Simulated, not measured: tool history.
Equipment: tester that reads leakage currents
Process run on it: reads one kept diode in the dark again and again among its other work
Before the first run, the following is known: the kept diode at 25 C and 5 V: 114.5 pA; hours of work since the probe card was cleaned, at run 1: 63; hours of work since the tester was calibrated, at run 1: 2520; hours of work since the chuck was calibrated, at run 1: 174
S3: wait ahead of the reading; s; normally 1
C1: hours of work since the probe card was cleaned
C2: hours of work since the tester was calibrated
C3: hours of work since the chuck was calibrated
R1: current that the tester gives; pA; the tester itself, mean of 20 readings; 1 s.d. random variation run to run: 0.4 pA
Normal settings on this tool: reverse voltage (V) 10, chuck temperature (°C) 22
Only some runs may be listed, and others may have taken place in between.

Run 1, hour 0: usual settings; C1 63; C2 2520; C3 174. Result: R1 128.02 pA.
Run 2, hour 87.5: usual settings but S3 0.97 s; C1 127; C2 2585; C3 239. Result: R1 127.48 pA.
Run 3, hour 161.6: usual settings but chuck temperature (°C) 44; C1 182; C2 2639; C3 293. Result: R1 720.06 pA.
Run 4, hour 249.3: usual settings but chuck temperature (°C) 44; C1 247; C2 2704; C3 358. Result: R1 715.8 pA.
Run 5, hour 345.3: usual settings but chuck temperature (°C) 44; C1 318; C2 2775; C3 429. Result: R1 709.65 pA.
Run 6, hour 426.1: usual settings; C1 377; C2 2834; C3 488. Result: R1 126.89 pA.
Run 7, hour 467.5: usual settings; C1 408; C2 2865; C3 519. Result: R1 126.27 pA.
Run 8, hour 554.9: usual settings; C1 472; C2 2929; C3 583. Result: R1 125.54 pA.
Run 9, hour 615.3: usual settings but reverse voltage (V) 4.9; C1 517; C2 2974; C3 628. Result: R1 84.44 pA.
Run 10, hour 692.1: usual settings; C1 573; C2 3030; C3 684. Result: R1 125.02 pA.
At hour 701.9: chuck's temperature calibrated.
Run 11, hour 791.1: usual settings; C1 645; C2 3102; C3 66. Result: R1 134.45 pA.
Run 12, hour 850.4: usual settings but S3 2.44 s; C1 689; C2 3146; C3 110. Result: R1 133.31 pA.
Run 13, hour 899: usual settings but chuck temperature (°C) 57; C1 724; C2 3182; C3 145. Result: R1 1836.93 pA.
Run 14, hour 997: usual settings but chuck temperature (°C) 57; C1 797; C2 3254; C3 218. Result: R1 1832.14 pA.
Run 15, hour 1073.4: usual settings but chuck temperature (°C) 57; C1 853; C2 3310; C3 274. Result: R1 1827.98 pA.
Run 16, hour 1152.7: usual settings but chuck temperature (°C) 57; C1 912; C2 3369; C3 333. Result: R1 1804.79 pA.
Run 17, hour 1219: usual settings but chuck temperature (°C) 57; C1 961; C2 3418; C3 381. Result: R1 1798.87 pA.
Run 18, hour 1296.1: usual settings; C1 1017; C2 3474; C3 438. Result: R1 133.22 pA.
Run 19, hour 1343: usual settings but reverse voltage (V) 3.3; C1 1052; C2 3509; C3 473. Result: R1 69.99 pA.
Run 20, hour 1439.4: usual settings but reverse voltage (V) 3.3; C1 1123; C2 3580; C3 544. Result: R1 69.88 pA.
Run 21, hour 1523.7: usual settings but reverse voltage (V) 3.3; C1 1185; C2 3642; C3 606. Result: R1 69.62 pA.
Run 22, hour 1583.2: usual settings but reverse voltage (V) 5.3, chuck temperature (°C) 25, S3 0.52 s; C1 1229; C2 3686; C3 650. Result: R1 116.41 pA.
At hour 1632.8: chuck's temperature calibrated.
Run 23, hour 1668.4: usual settings but reverse voltage (V) 5.3, chuck temperature (°C) 25, S3 0.52 s; C1 1291; C2 3748; C3 26. Result: R1 126.42 pA.
Run 24, hour 1717: usual settings but reverse voltage (V) 4.9, chuck temperature (°C) 25, S3 0.4 s; C1 1326; C2 3784; C3 62. Result: R1 121.22 pA.
Run 25, hour 1781: usual settings but reverse voltage (V) 4.9, chuck temperature (°C) 25, S3 0.4 s; C1 1374; C2 3831; C3 109. Result: R1 120.3 pA.
Run 26, hour 1861.9: usual settings but reverse voltage (V) 4.9, chuck temperature (°C) 40, S3 0.4 s; C1 1433; C2 3890; C3 169. Result: R1 379.98 pA.
Run 27, hour 1929: usual settings but reverse voltage (V) 4.2, chuck temperature (°C) 41; C1 1483; C2 3940; C3 218. Result: R1 373.71 pA.
Run 28, hour 1995.1: usual settings but reverse voltage (V) 1.3, chuck temperature (°C) 41; C1 1532; C2 3989; C3 267. Result: R1 195.02 pA.
Run 29, hour 2052.2: usual settings but reverse voltage (V) 4.1, chuck temperature (°C) 41, S3 0.49 s; C1 1574; C2 4031; C3 309. Result: R1 366.43 pA.
Run 30, hour 2140: usual settings but reverse voltage (V) 1.1, chuck temperature (°C) 44, S3 2.28 s; C1 1638; C2 4096; C3 374. Result: R1 221.24 pA.
Run 31, hour 2203.7: usual settings but reverse voltage (V) 7.7, chuck temperature (°C) 37, S3 2.06 s; C1 1685; C2 4142; C3 421. Result: R1 378.2 pA.
Run 32, hour 2271.7: usual settings but chuck temperature (°C) 34, S3 2.85 s; C1 1736; C2 4193; C3 471. Result: R1 348.82 pA.
Run 33, hour 2359.9: usual settings but chuck temperature (°C) 34, S3 2.85 s; C1 1801; C2 4258; C3 536. Result: R1 346.12 pA.
Run 34, hour 2436: usual settings but reverse voltage (V) 4, S3 0.46 s; C1 1857; C2 4314; C3 592. Result: R1 82.76 pA.
Run 35, hour 2530.2: usual settings but reverse voltage (V) 4, chuck temperature (°C) 55, S3 9.09 s; C1 1926; C2 4383; C3 662. Result: R1 953.31 pA.
At hour 2566.5: chuck's temperature calibrated.
Run 36, hour 2606.9: usual settings but reverse voltage (V) 4, chuck temperature (°C) 55, S3 9.09 s; C1 1981; C2 4438; C3 30. Result: R1 998.18 pA.
Run 37, hour 2651.8: usual settings but reverse voltage (V) 4, chuck temperature (°C) 55, S3 9.09 s; C1 2014; C2 4471; C3 63. Result: R1 995.25 pA.
Run 38, hour 2746.7: usual settings but reverse voltage (V) 1.1, chuck temperature (°C) 43, S3 0.49 s; C1 2084; C2 4542; C3 133. Result: R1 209.41 pA.
Run 39, hour 2821.9: usual settings but reverse voltage (V) 1.1, chuck temperature (°C) 43, S3 0.49 s; C1 2140; C2 4597; C3 188. Result: R1 207.35 pA.

Same runs, no hidden state in the tool, same run-to-run variation:
Hidden conditions of the tool in this case: stray current of the dirty probe card, pA a volt; current scale over the true one, %; true chuck temperature over the reading, C; drift of the gauge itself on leakage_pa, %.
run       R1
  1   131.13
  2   130.86
  3   745.82
  4    745.3
  5   743.26
  6   131.39
  7   130.93
  8   130.47
  9    88.85
 10    130.3
 11    130.8
 12   129.88
 13  1873.34
 14     1881
 15  1886.49
 16  1871.68
 17  1872.98
 18   131.28
 19    71.23
 20    71.42
 21    71.45
 22   119.81
 23   119.62
 24   115.17
 25   114.67
 26   378.07
 27    374.3
 28   197.57
 29   369.96
 30   226.78
 31   380.26
 32   347.37
 33   346.06
 34    80.33
 35   1001.4
 36  1000.79
 37   1000.9
 38   211.66
 39   210.68
